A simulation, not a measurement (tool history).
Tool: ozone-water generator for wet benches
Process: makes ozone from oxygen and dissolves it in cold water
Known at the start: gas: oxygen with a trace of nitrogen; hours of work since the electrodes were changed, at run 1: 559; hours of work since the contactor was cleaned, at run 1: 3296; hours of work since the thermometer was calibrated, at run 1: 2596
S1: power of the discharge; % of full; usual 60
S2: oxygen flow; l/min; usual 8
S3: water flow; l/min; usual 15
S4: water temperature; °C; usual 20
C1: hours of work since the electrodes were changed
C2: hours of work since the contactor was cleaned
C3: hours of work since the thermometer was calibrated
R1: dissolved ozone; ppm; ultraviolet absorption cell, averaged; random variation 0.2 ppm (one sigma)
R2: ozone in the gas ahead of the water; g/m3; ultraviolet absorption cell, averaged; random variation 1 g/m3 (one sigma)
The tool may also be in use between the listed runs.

run 1 day=0 | S1=60 S2=8 S3=15 S4=20 | C1=559 C2=3296 C3=2596 | R1=28 R2=175.6
run 2 day=1.746 | S1=60 S2=8 S3=15 S4=20 | C1=590 C2=3327 C3=2627 | R1=28 R2=174.7
run 3 day=2.592 | S1=60 S2=8 S3=15 S4=20 | C1=605 C2=3342 C3=2642 | R1=28.1 R2=174.1
run 4 day=3.908 | S1=60 S2=8 S3=15 S4=20 | C1=629 C2=3365 C3=2666 | R1=28.3 R2=176.5
run 5 day=5.188 | S1=51 S2=8 S3=15 S4=20 | C1=652 C2=3388 C3=2689 | R1=24.7 R2=154.5
run 6 day=6.6 | S1=51 S2=8 S3=15 S4=20 | C1=677 C2=3413 C3=2714 | R1=24.6 R2=155.4
run 7 day=8.5 | S1=51 S2=8 S3=15 S4=20 | C1=711 C2=3447 C3=2748 | R1=24.8 R2=152.9
run 8 day=9.983 | S1=51 S2=8 S3=15 S4=23 | C1=737 C2=3473 C3=2774 | R1=23 R2=156.7
run 9 day=11.029 | S1=51 S2=5.53 S3=15 S4=23 | C1=756 C2=3492 C3=2793 | R1=23.3 R2=179.1
run 10 day=12.938 | S1=51 S2=5.53 S3=15 S4=23 | C1=790 C2=3526 C3=2827 | R1=23 R2=177.2
run 11 day=14.333 | S1=51 S2=5.53 S3=15 S4=23 | C1=815 C2=3551 C3=2852 | R1=23.1 R2=177
run 12 day=16.071 | S1=75 S2=8 S3=15 S4=20 | C1=846 C2=3582 C3=2883 | R1=33.5 R2=207.4
run 13 day=16.875 | S1=60 S2=8 S3=15 S4=13 | C1=860 C2=3596 C3=2897 | R1=32.2 R2=174.2
run 14 day=18.608 | S1=60 S2=8 S3=15 S4=20 | C1=891 C2=3627 C3=2928 | R1=28 R2=176.6
run 15 day=20.308 | S1=60 S2=8 S3=15 S4=20 | C1=921 C2=3658 C3=2958 | R1=28.3 R2=176
run 16 day=21.325 | S1=60 S2=8 S3=15 S4=20 | C1=939 C2=3676 C3=2976 | R1=28.2 R2=176.6
run 17 day=22.462 | S1=60 S2=8 S3=22 S4=26 | C1=960 C2=3696 C3=2997 | R1=19.5 R2=175.9
run 18 day=23.75 | S1=41 S2=9.47 S3=12 S4=15 | C1=982 C2=3719 C3=3019 | R1=26.3 R2=122.8
run 19 day=25.354 | S1=41 S2=9.47 S3=12 S4=15 | C1=1011 C2=3748 C3=3048 | R1=26.4 R2=123.6
run 20 day=27.142 | S1=41 S2=9.47 S3=12 S4=15 | C1=1043 C2=3779 C3=3080 | R1=26.3 R2=122.6
run 21 day=28.742 | S1=41 S2=9.47 S3=12 S4=15 | C1=1071 C2=3808 C3=3108 | R1=26.4 R2=121.8
run 22 day=30.546 | S1=60 S2=4.88 S3=9 S4=27 | C1=1104 C2=3840 C3=3141 | R1=32.3 R2=211.5
run 23 day=31.592 | S1=60 S2=4.88 S3=9 S4=25 | C1=1122 C2=3859 C3=3159 | R1=33.9 R2=209.3
run 24 day=33.075 | S1=60 S2=4.88 S3=9 S4=25 | C1=1149 C2=3885 C3=3186 | R1=34 R2=211.5
run 25 day=34.221 | S1=60 S2=4.06 S3=15 S4=20 | C1=1169 C2=3906 C3=3206 | R1=26.8 R2=225.1
run 26 day=35.862 | S1=78 S2=6.6 S3=10 S4=22 | C1=1198 C2=3935 C3=3235 | R1=41.6 R2=231
run 27 day=36.754 | S1=78 S2=6.6 S3=10 S4=22 | C1=1214 C2=3951 C3=3251 | R1=41.5 R2=231.5
run 28 day=38.375 | S1=60 S2=5.57 S3=22 S4=20 | C1=1243 C2=3980 C3=3280 | R1=20.9 R2=200.1
run 29 day=39.633 | S1=60 S2=4.63 S3=15 S4=20 | C1=1266 C2=4002 C3=3303 | R1=27.3 R2=214.5
run 30 day=40.521 | S1=60 S2=8.78 S3=15 S4=20 | C1=1281 C2=4018 C3=3318 | R1=28 R2=170
run 31 day=42.117 | S1=60 S2=10.61 S3=15 S4=13 | C1=1310 C2=4046 C3=3347 | R1=32.7 R2=158.2
run 32 day=43.517 | S1=60 S2=10.61 S3=9 S4=13 | C1=1335 C2=4071 C3=3372 | R1=41.5 R2=159.5

Forecast each of these 5 alternatives for the next run:
run A day=44.683 | S1=60 S2=4.51 S3=12 S4=20 | C1=1356 C2=4092 C3=3393 | R1=? R2=?
run B day=44.683 | S1=60 S2=11.35 S3=9 S4=13 | C1=1356 C2=4092 C3=3393 | R1=? R2=?
run C day=44.683 | S1=60 S2=8 S3=15 S4=15 | C1=1356 C2=4092 C3=3393 | R1=? R2=?
run D day=44.683 | S1=91 S2=6.63 S3=15 S4=20 | C1=1356 C2=4092 C3=3393 | R1=? R2=?
run E day=44.683 | S1=48 S2=10.61 S3=9 S4=13 | C1=1356 C2=4092 C3=3393 | R1=? R2=?

run=A R1=32 R2=216.4
run=B R1=41.4 R2=153.1
run=C R1=31 R2=175.1
run=D R1=38.8 R2=261.3
run=E R1=35.3 R2=131.8
Without the tool's hidden state the same runs would have given:
run=A R1=32 R2=216.5
run=B R1=41.4 R2=153.1
run=C R1=31 R2=175.2
run=D R1=38.8 R2=261.5
run=E R1=35.3 R2=131.9
